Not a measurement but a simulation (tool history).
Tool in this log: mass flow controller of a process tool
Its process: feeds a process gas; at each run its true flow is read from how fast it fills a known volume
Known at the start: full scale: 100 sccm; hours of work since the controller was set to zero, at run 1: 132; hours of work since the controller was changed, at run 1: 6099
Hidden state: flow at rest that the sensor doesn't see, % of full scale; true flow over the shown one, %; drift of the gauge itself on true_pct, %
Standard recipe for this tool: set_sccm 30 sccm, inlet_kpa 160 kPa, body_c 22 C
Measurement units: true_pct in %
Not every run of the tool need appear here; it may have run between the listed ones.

| run | hour | set_sccm | inlet_kpa | body_c | hours of work since the controller was set to zero | hours of work since the controller was changed | true_pct |
|---|---|---|---|---|---|---|---|
| 1 | 0 | 30 | 160 | 22 | 132 | 6099 | 97.19 |
| 2 | 307.8 | 30 | 160 | 22 | 271 | 6238 | 96.94 |
| 3 | 585.2 | 30 | 160 | 22 | 396 | 6363 | 96.91 |
| 4 | 831.6 | 30 | 160 | 32 | 507 | 6474 | 96.29 |
| 5 | 1189.8 | 23 | 160 | 32 | 669 | 6636 | 96.11 |
| 6 | 1619 | 23 | 160 | 32 | 863 | 6830 | 95.86 |
| 7 | 1910.2 | 23 | 160 | 32 | 994 | 6961 | 95.78 |
| 8 | 2458 | 23 | 160 | 32 | 1242 | 7209 | 95.61 |
| 9 | 2852.9 | 23 | 160 | 32 | 1420 | 7387 | 95.39 |
|  | 2906.4 | controller's zero set anew |
| 10 | 3166.4 | 30 | 246 | 25 | 117 | 7528 | 95.88 |
| 11 | 3688.9 | 30 | 150 | 22 | 353 | 7764 | 95.56 |
|  | 4081.9 | controller's zero set anew, once more |
| 12 | 4170.6 | 43 | 235 | 32 | 40 | 7981 | 96.32 |

For run 13, what comes out?
| 13 | 4618.1 | 11 | 235 | 21 | 242 | 8183 | ? |

true_pct: 96.18 %
Were there no unlogged condition in the tool, this run, its random variation unchanged, would have produced true_pct 99.72 %.
